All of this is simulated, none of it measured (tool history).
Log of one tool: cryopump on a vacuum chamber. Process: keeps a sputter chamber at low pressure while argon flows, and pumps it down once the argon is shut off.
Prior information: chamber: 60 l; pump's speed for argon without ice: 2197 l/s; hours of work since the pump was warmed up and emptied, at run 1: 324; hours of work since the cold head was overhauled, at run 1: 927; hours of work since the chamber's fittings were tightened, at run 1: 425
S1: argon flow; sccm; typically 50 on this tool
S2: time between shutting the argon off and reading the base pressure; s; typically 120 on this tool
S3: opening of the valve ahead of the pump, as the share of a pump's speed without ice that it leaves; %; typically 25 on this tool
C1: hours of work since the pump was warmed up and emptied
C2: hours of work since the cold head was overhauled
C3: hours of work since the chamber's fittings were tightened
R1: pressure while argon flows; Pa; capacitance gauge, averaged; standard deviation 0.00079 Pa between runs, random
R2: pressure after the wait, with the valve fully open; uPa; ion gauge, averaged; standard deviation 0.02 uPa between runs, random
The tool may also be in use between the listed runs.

run   hour  S1   S2  S3   C1    C2   C3      R1    R2
  1      0  50  120  25  324   927  425  0.1568  1.11
  2   25.4  50  120  25  339   942  440  0.1571  1.17
  3   74.7  50  120  25  368   970  468  0.1566  1.21
  4  104.3  50  120  25  385   987  485   0.158   1.3
  5  141.6  50  185  25  407  1009  507  0.1592  1.23
  6  164.1  50  120  42  420  1022  520  0.0952  1.33
  7  185.5  40  120  25  432  1035  533  0.1263  1.34
  8  211.1  50  120  25  447  1049  547  0.1578  1.36
  9    239  50  120  25  463  1066  564  0.1583  1.45
 10  280.6  50  120  25  487  1090  588  0.1588  1.49
 11  322.3  50  120  25  512  1114  612  0.1601  1.49
 12  349.7  50  120  25  528  1130  628  0.1591  1.59
 13  384.1  50  202  25  548  1150  648   0.159  1.55
 14  418.6  50  120  23  568  1170  668  0.1737  1.68
 15  464.6  38   46  17  594  1197  695   0.176     2
     474.2  -- pump warmed up, emptied and cooled again
 16  519.2  38   46  17   26  1226  724  0.1716  1.82
 17  549.2  50  276  22   44  1243  741  0.1753  1.52
 18  598.8  50  172  21   72  1272  770  0.1848  1.63
 19  630.6  53   70  27   91  1290  788  0.1524  1.83
 20  652.9  53   70  55  104  1303  801  0.0772  1.84
 21  695.8  48  120  23  129  1328  826  0.1623  1.83
 22    722  31  143  30  144  1344  842  0.0808  1.77
 23  765.8  31   58  41  169  1369  867  0.0585  2.01
 24  810.7  96  120  26  196  1395  893   0.288  1.89
 25    847  96  120  26  217  1416  914  0.2923     2
 26  890.8  96  120  26  242  1442  940  0.2893  2.06
 27    918  96  120  26  258  1457  955  0.2907  2.15
 28    952  96  120  26  278  1477  975  0.2918  2.15

Across each entry between runs, compare the hidden state at the last listed run before it with the hidden state at the first listed run after it:
After run 15, before run 16: pump warmed up, emptied and cooled again (hour 474.2)
  pump's speed, % of a pump's without ice: 87 -> 98.9; cold plate's temperature, K: 12.47 -> 12.48; leak into the chamber, uPa l/s: 2952 -> 3048
  what was measured, less what the result would be without the hidden state, R1: +0.0047 -> +0.0006 Pa; R2: +1.42 -> +1.28 uPa
